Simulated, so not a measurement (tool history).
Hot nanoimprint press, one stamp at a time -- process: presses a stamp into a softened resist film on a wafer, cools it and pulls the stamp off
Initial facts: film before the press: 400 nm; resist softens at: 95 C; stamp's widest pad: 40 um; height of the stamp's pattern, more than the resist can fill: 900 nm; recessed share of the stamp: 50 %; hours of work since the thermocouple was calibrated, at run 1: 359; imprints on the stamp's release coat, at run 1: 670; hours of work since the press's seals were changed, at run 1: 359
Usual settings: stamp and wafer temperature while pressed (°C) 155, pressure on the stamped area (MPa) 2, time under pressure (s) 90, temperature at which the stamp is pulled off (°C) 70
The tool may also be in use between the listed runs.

run,day,stamp and wafer temperature while pressed (°C),pressure on the stamped area (MPa),time under pressure (s),temperature at which the stamp is pulled off (°C),hours of work since the thermocouple was calibrated,imprints on the stamp's release coat,hours of work since the press's seals were changed,resist left under the stamp's widest pad (Å),greatest force while the stamp is pulled off (N)
1,0,155,2,90,70,359,670,359,1635,110
2,2.388,155,2,90,70,397,829,397,1650,109
# day 2.908: plate thermocouple calibrated
3,4.046,155,2,90,70,18,932,421,1679,109
4,6.183,155,2,90,70,52,1075,455,1690,106
# day 6.775: stamp cleaned and given a new release coat
# day 8.271: plate thermocouple calibrated, once more
5,9.208,155,2.09,90,70,15,155,496,1489,100
6,10.812,155,1.95,70,70,40,262,522,1697,103
7,13.121,155,2,66,62,77,417,558,1741,116
8,15.592,155,2,51,77,116,582,597,1917,88
9,17.071,147,2.2,127,63,139,681,620,2153,119
10,19.021,150,2.75,90,70,170,812,651,1819,109

Each row is a separate what-if for the run after 10, all from the same tool condition, not one after another. Results?
A,21.058,156,2,90,70,202,948,683,?,?
B,21.058,147,2.75,162,70,202,948,683,?,?
C,21.058,150,1.36,173,70,202,948,683,?,?

run,resist left under the stamp's widest pad (Å),greatest force while the stamp is pulled off (N)
A,1509,111
B,1785,107
C,1981,107
With the hidden condition removed and each run's random variation left untouched, the same runs would have given:
run,resist left under the stamp's widest pad (Å),greatest force while the stamp is pulled off (N)
A,1433,99
B,1685,96
C,1889,96
